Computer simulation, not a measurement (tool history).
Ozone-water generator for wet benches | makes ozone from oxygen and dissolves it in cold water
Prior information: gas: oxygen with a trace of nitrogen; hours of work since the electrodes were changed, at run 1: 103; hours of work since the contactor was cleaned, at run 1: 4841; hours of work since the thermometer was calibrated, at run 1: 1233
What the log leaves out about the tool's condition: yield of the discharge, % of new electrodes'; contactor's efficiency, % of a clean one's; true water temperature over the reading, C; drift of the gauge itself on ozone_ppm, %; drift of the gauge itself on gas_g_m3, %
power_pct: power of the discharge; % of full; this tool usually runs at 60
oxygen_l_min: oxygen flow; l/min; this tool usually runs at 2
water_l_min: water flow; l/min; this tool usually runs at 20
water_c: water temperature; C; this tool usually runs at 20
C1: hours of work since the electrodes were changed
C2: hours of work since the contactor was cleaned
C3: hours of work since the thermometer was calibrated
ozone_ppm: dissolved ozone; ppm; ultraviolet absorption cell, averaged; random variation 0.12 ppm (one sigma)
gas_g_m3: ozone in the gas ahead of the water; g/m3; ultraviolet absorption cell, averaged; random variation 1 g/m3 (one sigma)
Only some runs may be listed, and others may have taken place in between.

{"run": 1, "hour": 0.0, "power_pct": 60, "oxygen_l_min": 2, "water_l_min": 20, "water_c": 20, "C1": 103, "C2": 4841, "C3": 1233, "ozone_ppm": 11.1, "gas_g_m3": 177.3}
{"run": 2, "hour": 128.5, "power_pct": 60, "oxygen_l_min": 2, "water_l_min": 20, "water_c": 20, "C1": 202, "C2": 4940, "C3": 1332, "ozone_ppm": 10.9, "gas_g_m3": 178.1}
{"run": 3, "hour": 244.8, "power_pct": 60, "oxygen_l_min": 2.05, "water_l_min": 20, "water_c": 20, "C1": 291, "C2": 5029, "C3": 1421, "ozone_ppm": 11, "gas_g_m3": 175.7}
{"run": 4, "hour": 362.3, "power_pct": 60, "oxygen_l_min": 2.05, "water_l_min": 20, "water_c": 20, "C1": 381, "C2": 5118, "C3": 1510, "ozone_ppm": 10.9, "gas_g_m3": 180.5}
{"run": 5, "hour": 480.1, "power_pct": 60, "oxygen_l_min": 2, "water_l_min": 20, "water_c": 19, "C1": 471, "C2": 5209, "C3": 1601, "ozone_ppm": 10.8, "gas_g_m3": 178.8}
{"run": 6, "hour": 551.3, "power_pct": 60, "oxygen_l_min": 2, "water_l_min": 20, "water_c": 19, "C1": 525, "C2": 5263, "C3": 1655, "ozone_ppm": 11.2, "gas_g_m3": 178.4}
{"run": 7, "hour": 703.4, "power_pct": 60, "oxygen_l_min": 2, "water_l_min": 20, "water_c": 20, "C1": 642, "C2": 5379, "C3": 1771, "ozone_ppm": 10.9, "gas_g_m3": 178.6}
{"run": 8, "hour": 825.7, "power_pct": 60, "oxygen_l_min": 2, "water_l_min": 27, "water_c": 20, "C1": 735, "C2": 5473, "C3": 1865, "ozone_ppm": 8.3, "gas_g_m3": 176}
{"run": 9, "hour": 966.1, "power_pct": 60, "oxygen_l_min": 2, "water_l_min": 27, "water_c": 20, "C1": 843, "C2": 5580, "C3": 1972, "ozone_ppm": 8.2, "gas_g_m3": 176.6}
{"run": 10, "hour": 1073.6, "power_pct": 60, "oxygen_l_min": 2, "water_l_min": 20, "water_c": 20, "C1": 925, "C2": 5663, "C3": 2055, "ozone_ppm": 10.8, "gas_g_m3": 177.6}
{"run": 11, "hour": 1158.3, "power_pct": 60, "oxygen_l_min": 2, "water_l_min": 20, "water_c": 20, "C1": 990, "C2": 5727, "C3": 2119, "ozone_ppm": 10.8, "gas_g_m3": 177.2}
{"run": 12, "hour": 1295.9, "power_pct": 60, "oxygen_l_min": 2, "water_l_min": 20, "water_c": 20, "C1": 1095, "C2": 5833, "C3": 2225, "ozone_ppm": 10.8, "gas_g_m3": 177.6}
{"run": 13, "hour": 1456.0, "power_pct": 60, "oxygen_l_min": 2, "water_l_min": 20, "water_c": 20, "C1": 1217, "C2": 5955, "C3": 2347, "ozone_ppm": 10.9, "gas_g_m3": 177.3}
{"run": 14, "hour": 1563.9, "power_pct": 60, "oxygen_l_min": 2, "water_l_min": 20, "water_c": 20, "C1": 1300, "C2": 6038, "C3": 2430, "ozone_ppm": 10.8, "gas_g_m3": 174.8}
{"run": 15, "hour": 1713.5, "power_pct": 60, "oxygen_l_min": 2, "water_l_min": 20, "water_c": 20, "C1": 1414, "C2": 6152, "C3": 2544, "ozone_ppm": 10.9, "gas_g_m3": 177.1}
{"run": 16, "hour": 1834.7, "power_pct": 60, "oxygen_l_min": 2, "water_l_min": 20, "water_c": 20, "C1": 1507, "C2": 6245, "C3": 2637, "ozone_ppm": 10.9, "gas_g_m3": 175.9}
{"run": 17, "hour": 1954.8, "power_pct": 60, "oxygen_l_min": 2, "water_l_min": 20, "water_c": 24, "C1": 1599, "C2": 6337, "C3": 2729, "ozone_ppm": 10.5, "gas_g_m3": 173.1}
{"run": 18, "hour": 2056.4, "power_pct": 60, "oxygen_l_min": 2, "water_l_min": 20, "water_c": 24, "C1": 1677, "C2": 6414, "C3": 2807, "ozone_ppm": 10.5, "gas_g_m3": 175.1}
{"run": 19, "hour": 2138.4, "power_pct": 68, "oxygen_l_min": 3.34, "water_l_min": 23, "water_c": 12, "C1": 1739, "C2": 6477, "C3": 2869, "ozone_ppm": 13, "gas_g_m3": 153.3}
{"run": 20, "hour": 2203.3, "power_pct": 68, "oxygen_l_min": 3.34, "water_l_min": 23, "water_c": 12, "C1": 1789, "C2": 6527, "C3": 2919, "ozone_ppm": 13.2, "gas_g_m3": 152.8}
{"run": 21, "hour": 2323.3, "power_pct": 68, "oxygen_l_min": 1.67, "water_l_min": 23, "water_c": 22, "C1": 1881, "C2": 6619, "C3": 3011, "ozone_ppm": 9.5, "gas_g_m3": 199.4}
{"run": 22, "hour": 2414.0, "power_pct": 68, "oxygen_l_min": 1.67, "water_l_min": 23, "water_c": 22, "C1": 1950, "C2": 6688, "C3": 3080, "ozone_ppm": 9.2, "gas_g_m3": 199.4}
{"run": 23, "hour": 2561.6, "power_pct": 68, "oxygen_l_min": 1.67, "water_l_min": 23, "water_c": 12, "C1": 2063, "C2": 6801, "C3": 3193, "ozone_ppm": 9.8, "gas_g_m3": 198.9}
{"hour": 2652.7, "done": "gauge calibrated"}
{"run": 24, "hour": 2652.7, "power_pct": 66, "oxygen_l_min": 2.44, "water_l_min": 20, "water_c": 15, "C1": 2133, "C2": 6871, "C3": 3263, "ozone_ppm": 12.9, "gas_g_m3": 176.5}
{"run": 25, "hour": 2739.3, "power_pct": 68, "oxygen_l_min": 2.34, "water_l_min": 17, "water_c": 22, "C1": 2199, "C2": 6937, "C3": 3329, "ozone_ppm": 13.9, "gas_g_m3": 179.5}
{"run": 26, "hour": 2872.3, "power_pct": 60, "oxygen_l_min": 2, "water_l_min": 12, "water_c": 13, "C1": 2301, "C2": 7039, "C3": 3431, "ozone_ppm": 18, "gas_g_m3": 178}
{"run": 27, "hour": 3030.1, "power_pct": 60, "oxygen_l_min": 1.33, "water_l_min": 20, "water_c": 14, "C1": 2422, "C2": 7159, "C3": 3551, "ozone_ppm": 9.6, "gas_g_m3": 208.4}
{"run": 28, "hour": 3123.6, "power_pct": 60, "oxygen_l_min": 2, "water_l_min": 15, "water_c": 20, "C1": 2493, "C2": 7231, "C3": 3623, "ozone_ppm": 13.7, "gas_g_m3": 179.6}
{"run": 29, "hour": 3256.6, "power_pct": 58, "oxygen_l_min": 3.51, "water_l_min": 15, "water_c": 20, "C1": 2595, "C2": 7333, "C3": 3725, "ozone_ppm": 15.3, "gas_g_m3": 139.3}
{"run": 30, "hour": 3379.2, "power_pct": 92, "oxygen_l_min": 2.96, "water_l_min": 27, "water_c": 24, "C1": 2689, "C2": 7426, "C3": 3818, "ozone_ppm": 11.8, "gas_g_m3": 192.5}
{"run": 31, "hour": 3482.7, "power_pct": 67, "oxygen_l_min": 2.64, "water_l_min": 27, "water_c": 24, "C1": 2768, "C2": 7506, "C3": 3898, "ozone_ppm": 9.6, "gas_g_m3": 169.7}
{"run": 32, "hour": 3576.8, "power_pct": 67, "oxygen_l_min": 2.64, "water_l_min": 27, "water_c": 24, "C1": 2840, "C2": 7578, "C3": 3970, "ozone_ppm": 9.4, "gas_g_m3": 169.8}
{"run": 33, "hour": 3660.6, "power_pct": 67, "oxygen_l_min": 2.64, "water_l_min": 27, "water_c": 24, "C1": 2904, "C2": 7642, "C3": 4034, "ozone_ppm": 9.7, "gas_g_m3": 168.2}

For each run, the measured value with the value that run would have given without the tool's hidden condition subtracted. The run-to-run variation is shared by both, the gauge scatter possibly not:
run=1 gas_g_m3=+0
run=2 gas_g_m3=-0.2
run=3 gas_g_m3=-0.5
run=4 gas_g_m3=-0.7
run=5 gas_g_m3=-1
run=6 gas_g_m3=-1.2
run=7 gas_g_m3=-1.5
run=8 gas_g_m3=-1.6
run=9 gas_g_m3=-1.9
run=10 gas_g_m3=-2.1
run=11 gas_g_m3=-2.4
run=12 gas_g_m3=-2.6
run=13 gas_g_m3=-3
run=14 gas_g_m3=-3.1
run=15 gas_g_m3=-3.5
run=16 gas_g_m3=-3.7
run=17 gas_g_m3=-3.9
run=18 gas_g_m3=-4.1
run=19 gas_g_m3=-3.8
run=20 gas_g_m3=-3.9
run=21 gas_g_m3=-5.3
run=22 gas_g_m3=-5.6
run=23 gas_g_m3=-5.9
run=24 gas_g_m3=-0.1
run=25 gas_g_m3=-0.3
run=26 gas_g_m3=-0.6
run=27 gas_g_m3=-0.9
run=28 gas_g_m3=-1.1
run=29 gas_g_m3=-1
run=30 gas_g_m3=-1.7
run=31 gas_g_m3=-1.7
run=32 gas_g_m3=-1.9
run=33 gas_g_m3=-2.1
ozone_ppm: measured minus the no-hidden-state value equals 0 in all runs.

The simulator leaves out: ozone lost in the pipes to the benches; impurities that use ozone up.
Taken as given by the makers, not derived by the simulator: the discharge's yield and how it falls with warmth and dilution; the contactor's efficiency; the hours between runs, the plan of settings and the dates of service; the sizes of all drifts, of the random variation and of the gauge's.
